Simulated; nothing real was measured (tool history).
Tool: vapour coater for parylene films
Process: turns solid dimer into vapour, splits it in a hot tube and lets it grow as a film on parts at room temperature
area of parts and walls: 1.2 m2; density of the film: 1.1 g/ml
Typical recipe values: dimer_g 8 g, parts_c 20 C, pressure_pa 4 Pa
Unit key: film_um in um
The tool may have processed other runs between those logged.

run,hour,dimer_g,parts_c,pressure_pa,film_um
1,0.0,8,20,4,3.55
2,11.0,8,20,4,3.55
3,24.6,8,20,4,3.61
4,39.4,8,20,4,3.58
5,53.5,8,20,4,3.56
6,65.6,8,20,4,3.54
7,80.6,8,20,4,3.50
8,92.6,8,20,4,3.56
9,104.0,8,20,4,3.54
10,110.6,8,20,4,3.51
# hour 112.6: table's thermometer calibrated
11,121.3,8,20,4,3.53
12,130.5,8,20,4,3.50

Expected results for the next run?
13,137.3,8,20,4,?

{"run 13": {"film_um": 3.51}}
Minus the tool's unlogged condition, the same run would have read film_um 3.65 um.
